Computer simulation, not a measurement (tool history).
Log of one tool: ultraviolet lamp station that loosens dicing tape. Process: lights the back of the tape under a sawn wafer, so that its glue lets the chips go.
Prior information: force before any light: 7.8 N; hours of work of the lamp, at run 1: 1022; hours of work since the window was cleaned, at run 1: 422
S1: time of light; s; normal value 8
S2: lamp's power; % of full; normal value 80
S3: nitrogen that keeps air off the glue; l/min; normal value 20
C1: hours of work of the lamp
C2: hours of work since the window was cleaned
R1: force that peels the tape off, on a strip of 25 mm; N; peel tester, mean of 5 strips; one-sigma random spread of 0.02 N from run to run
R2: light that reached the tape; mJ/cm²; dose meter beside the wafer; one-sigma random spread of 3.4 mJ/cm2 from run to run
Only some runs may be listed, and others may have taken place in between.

Run 1, day 0.000: usual settings; C1 1022; C2 422. Result: R1 1.991 N, R2 345 mJ/cm².
Run 2, day 2.600: usual settings; C1 1068; C2 467. Result: R1 2.050 N, R2 334 mJ/cm².
At day 3.683: window cleaned of glue's vapour.
Run 3, day 4.908: usual settings; C1 1107; C2 21. Result: R1 1.768 N, R2 381 mJ/cm².
Run 4, day 7.004: usual settings; C1 1144; C2 58. Result: R1 1.831 N, R2 373 mJ/cm².
Run 5, day 8.200: usual settings but S3 28 l/min; C1 1165; C2 79. Result: R1 1.552 N, R2 362 mJ/cm².
Run 6, day 9.438: usual settings; C1 1186; C2 100. Result: R1 1.916 N, R2 361 mJ/cm².
Run 7, day 11.408: usual settings; C1 1221; C2 135. Result: R1 1.942 N, R2 349 mJ/cm².
Run 8, day 13.888: usual settings; C1 1264; C2 178. Result: R1 2.091 N, R2 342 mJ/cm².
Run 9, day 15.508: usual settings but S3 19 l/min; C1 1292; C2 206. Result: R1 2.149 N, R2 335 mJ/cm².
Run 10, day 17.779: usual settings but S1 6 s; C1 1332; C2 246. Result: R1 3.045 N, R2 240 mJ/cm².
Run 11, day 18.975: usual settings but S1 6 s; C1 1353; C2 267. Result: R1 2.920 N, R2 243 mJ/cm².
Run 12, day 20.942: usual settings but S2 87 % of full; C1 1387; C2 301. Result: R1 2.066 N, R2 341 mJ/cm².
At day 21.842: lamp changed.
Run 13, day 23.017: usual settings but S2 87 % of full; C1 20; C2 337. Result: R1 1.057 N, R2 537 mJ/cm².
Run 14, day 25.529: usual settings but S2 87 % of full; C1 64; C2 380. Result: R1 1.014 N, R2 525 mJ/cm².
Run 15, day 26.967: usual settings; C1 89; C2 405. Result: R1 1.285 N, R2 473 mJ/cm².
Run 16, day 29.371: usual settings but S1 6 s; C1 131; C2 447. Result: R1 1.984 N, R2 345 mJ/cm².
Run 17, day 30.492: usual settings but S1 6 s; C1 151; C2 467. Result: R1 2.060 N, R2 338 mJ/cm².
At day 31.762: window cleaned of glue's vapour.
Run 18, day 32.379: usual settings but S1 6 s, S2 75 % of full, S3 13 l/min; C1 183; C2 11. Result: R1 2.357 N, R2 363 mJ/cm².
Run 19, day 33.538: usual settings but S3 11 l/min; C1 204; C2 31. Result: R1 1.623 N, R2 511 mJ/cm².
Run 20, day 35.458: usual settings but S1 5 s, S3 14 l/min; C1 237; C2 64. Result: R1 2.610 N, R2 313 mJ/cm².

What will run 21 give?
Run 21, day 37.596: usual settings but S1 10 s, S3 21 l/min; C1 274; C2 102. Result: R1 ?, R2 ?.

{"run 21": {"R1": 0.772, "R2": 615}}
Take away the tool's hidden state, keep the run-to-run variation as it was, and the same run would have given R1 0.614 N, R2 695 mJ/cm².

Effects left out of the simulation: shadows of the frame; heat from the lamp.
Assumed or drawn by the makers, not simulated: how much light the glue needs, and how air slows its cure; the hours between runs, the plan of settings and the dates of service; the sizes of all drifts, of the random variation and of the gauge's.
